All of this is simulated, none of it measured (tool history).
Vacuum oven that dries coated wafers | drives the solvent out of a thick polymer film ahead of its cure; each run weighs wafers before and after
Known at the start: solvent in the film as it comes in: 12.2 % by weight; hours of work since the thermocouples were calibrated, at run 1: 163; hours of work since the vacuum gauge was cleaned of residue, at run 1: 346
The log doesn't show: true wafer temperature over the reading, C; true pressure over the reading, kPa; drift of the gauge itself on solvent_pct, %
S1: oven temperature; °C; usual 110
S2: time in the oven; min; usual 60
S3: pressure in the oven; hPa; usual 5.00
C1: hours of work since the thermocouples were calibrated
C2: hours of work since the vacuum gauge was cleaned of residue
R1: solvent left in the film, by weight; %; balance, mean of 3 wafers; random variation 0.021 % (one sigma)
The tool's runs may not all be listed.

run,hour,S1,S2,S3,C1,C2,R1
1,0.0,110,60,5.00,163,346,2.15
2,14.3,110,60,5.00,169,352,2.12
3,25.8,110,60,5.00,174,357,2.15
4,44.4,110,60,5.00,182,365,2.14
5,62.9,110,60,17.36,190,372,2.82
6,78.0,109,60,5.00,196,379,2.25
7,89.7,109,60,5.00,201,384,2.28
8,103.9,109,60,5.00,207,390,2.31
9,116.3,109,60,5.00,213,395,2.24
10,140.2,109,60,5.00,223,405,2.27
11,151.7,110,60,5.00,228,410,2.11
12,171.5,110,60,5.00,236,418,2.10
13,188.2,110,60,5.00,243,425,2.12
14,202.4,110,60,12.71,249,431,2.57
15,214.7,110,60,12.71,254,437,2.53
16,238.1,110,60,5.00,264,447,2.10
17,261.6,110,38,5.00,274,457,3.62
18,282.1,110,38,5.00,283,465,3.65
19,294.3,110,72,5.00,288,470,1.60
20,313.1,110,72,5.00,296,478,1.61
21,336.8,110,71,5.00,306,488,1.65
22,359.5,110,71,5.00,315,498,1.66
23,371.3,123,71,5.00,320,503,0.45
24,392.1,123,71,5.00,329,512,0.46
25,406.0,116,58,13.20,335,518,1.77
26,427.2,124,92,5.93,344,527,0.30
27,448.4,124,92,5.93,353,536,0.31
28,467.6,124,92,5.93,361,544,0.31
29,484.3,124,92,5.93,368,551,0.31
30,497.8,99,60,5.00,374,556,4.14
31,508.4,118,60,5.48,379,561,1.07
32,526.5,97,87,5.00,386,569,3.22
33,550.8,97,87,5.00,396,579,3.23

The next listed run, before its measurement:
34,565.4,95,60,5.00,403,585,?

Run 34 gave R1 4.90 %.
Without the tool's hidden state the same run would have given R1 4.90 %.
